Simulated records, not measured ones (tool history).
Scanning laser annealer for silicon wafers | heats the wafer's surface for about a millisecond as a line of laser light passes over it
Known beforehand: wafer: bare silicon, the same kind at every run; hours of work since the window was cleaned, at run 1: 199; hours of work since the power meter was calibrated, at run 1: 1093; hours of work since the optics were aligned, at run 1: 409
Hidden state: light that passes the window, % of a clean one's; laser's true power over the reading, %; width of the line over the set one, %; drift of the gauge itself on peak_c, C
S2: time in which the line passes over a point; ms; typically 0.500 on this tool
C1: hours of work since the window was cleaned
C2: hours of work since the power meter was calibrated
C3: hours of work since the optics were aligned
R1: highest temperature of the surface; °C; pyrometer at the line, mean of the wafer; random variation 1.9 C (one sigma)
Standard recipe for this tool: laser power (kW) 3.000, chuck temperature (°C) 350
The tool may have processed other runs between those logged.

{"run": 1, "hour": 0.0, "laser power (kW)": 3.0, "S2": 0.5, "chuck temperature (°C)": 350, "C1": 199, "C2": 1093, "C3": 409, "R1": 1097}
{"run": 2, "hour": 37.4, "laser power (kW)": 3.0, "S2": 0.5, "chuck temperature (°C)": 325, "C1": 227, "C2": 1121, "C3": 436, "R1": 1070}
{"run": 3, "hour": 59.3, "laser power (kW)": 3.0, "S2": 0.5, "chuck temperature (°C)": 325, "C1": 243, "C2": 1137, "C3": 452, "R1": 1068}
{"run": 4, "hour": 99.5, "laser power (kW)": 3.0, "S2": 0.5, "chuck temperature (°C)": 325, "C1": 272, "C2": 1166, "C3": 482, "R1": 1071}
{"run": 5, "hour": 126.8, "laser power (kW)": 3.0, "S2": 0.5, "chuck temperature (°C)": 325, "C1": 292, "C2": 1186, "C3": 502, "R1": 1066}
{"run": 6, "hour": 150.5, "laser power (kW)": 3.0, "S2": 0.608, "chuck temperature (°C)": 350, "C1": 310, "C2": 1204, "C3": 519, "R1": 1183}
{"run": 7, "hour": 190.3, "laser power (kW)": 3.0, "S2": 0.608, "chuck temperature (°C)": 350, "C1": 339, "C2": 1233, "C3": 549, "R1": 1180}
{"run": 8, "hour": 221.2, "laser power (kW)": 3.0, "S2": 0.608, "chuck temperature (°C)": 350, "C1": 362, "C2": 1256, "C3": 571, "R1": 1178}
{"hour": 228.5, "done": "window over the wafer cleaned"}
{"run": 9, "hour": 255.8, "laser power (kW)": 3.0, "S2": 0.608, "chuck temperature (°C)": 350, "C1": 20, "C2": 1280, "C3": 595, "R1": 1199}
{"run": 10, "hour": 297.9, "laser power (kW)": 3.0, "S2": 0.608, "chuck temperature (°C)": 350, "C1": 51, "C2": 1311, "C3": 626, "R1": 1201}
{"run": 11, "hour": 340.5, "laser power (kW)": 3.0, "S2": 0.608, "chuck temperature (°C)": 350, "C1": 82, "C2": 1342, "C3": 658, "R1": 1192}
{"run": 12, "hour": 376.5, "laser power (kW)": 3.0, "S2": 0.608, "chuck temperature (°C)": 350, "C1": 109, "C2": 1369, "C3": 684, "R1": 1197}
{"run": 13, "hour": 408.5, "laser power (kW)": 3.0, "S2": 0.608, "chuck temperature (°C)": 350, "C1": 132, "C2": 1392, "C3": 708, "R1": 1194}
{"run": 14, "hour": 449.5, "laser power (kW)": 3.0, "S2": 0.608, "chuck temperature (°C)": 350, "C1": 162, "C2": 1422, "C3": 738, "R1": 1190}
{"run": 15, "hour": 470.6, "laser power (kW)": 3.0, "S2": 0.5, "chuck temperature (°C)": 368, "C1": 178, "C2": 1438, "C3": 753, "R1": 1114}
{"run": 16, "hour": 515.7, "laser power (kW)": 3.0, "S2": 0.5, "chuck temperature (°C)": 368, "C1": 211, "C2": 1471, "C3": 786, "R1": 1113}
{"run": 17, "hour": 554.7, "laser power (kW)": 3.0, "S2": 0.5, "chuck temperature (°C)": 368, "C1": 240, "C2": 1500, "C3": 815, "R1": 1109}
{"hour": 568.2, "done": "optics aligned, line set to its width"}
{"run": 18, "hour": 589.6, "laser power (kW)": 3.0, "S2": 0.5, "chuck temperature (°C)": 368, "C1": 262, "C2": 1522, "C3": 16, "R1": 1119}
{"run": 19, "hour": 636.5, "laser power (kW)": 3.146, "S2": 0.5, "chuck temperature (°C)": 350, "C1": 296, "C2": 1556, "C3": 50, "R1": 1150}
{"run": 20, "hour": 662.5, "laser power (kW)": 3.146, "S2": 0.5, "chuck temperature (°C)": 350, "C1": 315, "C2": 1575, "C3": 69, "R1": 1150}
{"run": 21, "hour": 691.2, "laser power (kW)": 2.886, "S2": 0.57, "chuck temperature (°C)": 362, "C1": 336, "C2": 1596, "C3": 90, "R1": 1131}
{"hour": 733.1, "done": "window over the wafer cleaned"}
{"run": 22, "hour": 743.2, "laser power (kW)": 3.19, "S2": 0.575, "chuck temperature (°C)": 339, "C1": 7, "C2": 1633, "C3": 127, "R1": 1239}
{"run": 23, "hour": 774.5, "laser power (kW)": 3.19, "S2": 0.575, "chuck temperature (°C)": 339, "C1": 30, "C2": 1656, "C3": 150, "R1": 1239}
{"run": 24, "hour": 807.3, "laser power (kW)": 3.286, "S2": 0.449, "chuck temperature (°C)": 362, "C1": 55, "C2": 1680, "C3": 174, "R1": 1166}
{"run": 25, "hour": 840.1, "laser power (kW)": 3.13, "S2": 0.527, "chuck temperature (°C)": 343, "C1": 79, "C2": 1704, "C3": 198, "R1": 1175}
{"run": 26, "hour": 888.7, "laser power (kW)": 2.829, "S2": 0.445, "chuck temperature (°C)": 381, "C1": 114, "C2": 1740, "C3": 234, "R1": 1039}
{"run": 27, "hour": 920.2, "laser power (kW)": 2.757, "S2": 0.53, "chuck temperature (°C)": 332, "C1": 137, "C2": 1763, "C3": 257, "R1": 1033}
{"run": 28, "hour": 964.7, "laser power (kW)": 2.656, "S2": 0.44, "chuck temperature (°C)": 324, "C1": 170, "C2": 1796, "C3": 290, "R1": 922}
{"run": 29, "hour": 1006.3, "laser power (kW)": 2.656, "S2": 0.44, "chuck temperature (°C)": 324, "C1": 201, "C2": 1826, "C3": 321, "R1": 920}
{"run": 30, "hour": 1033.3, "laser power (kW)": 2.656, "S2": 0.44, "chuck temperature (°C)": 324, "C1": 221, "C2": 1846, "C3": 340, "R1": 919}
{"run": 31, "hour": 1069.6, "laser power (kW)": 2.656, "S2": 0.381, "chuck temperature (°C)": 359, "C1": 247, "C2": 1873, "C3": 367, "R1": 905}
{"run": 32, "hour": 1108.0, "laser power (kW)": 2.803, "S2": 0.364, "chuck temperature (°C)": 336, "C1": 276, "C2": 1901, "C3": 395, "R1": 902}
{"run": 33, "hour": 1147.1, "laser power (kW)": 2.803, "S2": 0.364, "chuck temperature (°C)": 336, "C1": 304, "C2": 1930, "C3": 424, "R1": 905}
{"run": 34, "hour": 1187.7, "laser power (kW)": 2.588, "S2": 0.435, "chuck temperature (°C)": 363, "C1": 334, "C2": 1960, "C3": 454, "R1": 932}
{"run": 35, "hour": 1212.4, "laser power (kW)": 2.819, "S2": 0.498, "chuck temperature (°C)": 378, "C1": 352, "C2": 1978, "C3": 472, "R1": 1060}
{"hour": 1233.2, "done": "window over the wafer cleaned"}
{"run": 36, "hour": 1235.2, "laser power (kW)": 2.819, "S2": 0.498, "chuck temperature (°C)": 378, "C1": 1, "C2": 1993, "C3": 487, "R1": 1084}
{"run": 37, "hour": 1274.9, "laser power (kW)": 3.0, "S2": 0.598, "chuck temperature (°C)": 361, "C1": 31, "C2": 2022, "C3": 517, "R1": 1209}
{"run": 38, "hour": 1315.3, "laser power (kW)": 3.0, "S2": 0.598, "chuck temperature (°C)": 361, "C1": 60, "C2": 2052, "C3": 546, "R1": 1205}
{"run": 39, "hour": 1360.8, "laser power (kW)": 3.0, "S2": 0.598, "chuck temperature (°C)": 361, "C1": 94, "C2": 2086, "C3": 580, "R1": 1207}
{"run": 40, "hour": 1406.0, "laser power (kW)": 3.0, "S2": 0.598, "chuck temperature (°C)": 361, "C1": 127, "C2": 2119, "C3": 613, "R1": 1203}

Consider 5 possible next runs. They are alternatives, not a sequence: every one starts from the tool as it was left by run 40. What does each give?
{"run": "A", "hour": 1435.2, "laser power (kW)": 3.0, "S2": 0.37, "chuck temperature (°C)": 361, "C1": 149, "C2": 2140, "C3": 634, "R1": "?"}
{"run": "B", "hour": 1435.2, "laser power (kW)": 3.228, "S2": 0.38, "chuck temperature (°C)": 350, "C1": 149, "C2": 2140, "C3": 634, "R1": "?"}
{"run": "C", "hour": 1435.2, "laser power (kW)": 3.0, "S2": 0.45, "chuck temperature (°C)": 382, "C1": 149, "C2": 2140, "C3": 634, "R1": "?"}
{"run": "D", "hour": 1435.2, "laser power (kW)": 3.0, "S2": 0.461, "chuck temperature (°C)": 361, "C1": 149, "C2": 2140, "C3": 634, "R1": "?"}
{"run": "E", "hour": 1435.2, "laser power (kW)": 3.0, "S2": 0.601, "chuck temperature (°C)": 333, "C1": 149, "C2": 2140, "C3": 634, "R1": "?"}

run=A R1=992
run=B R1=1054
run=C R1=1090
run=D R1=1080
run=E R1=1178
What these runs would have given with no unlogged condition in the tool:
run=A R1=992
run=B R1=1055
run=C R1=1091
run=D R1=1080
run=E R1=1178
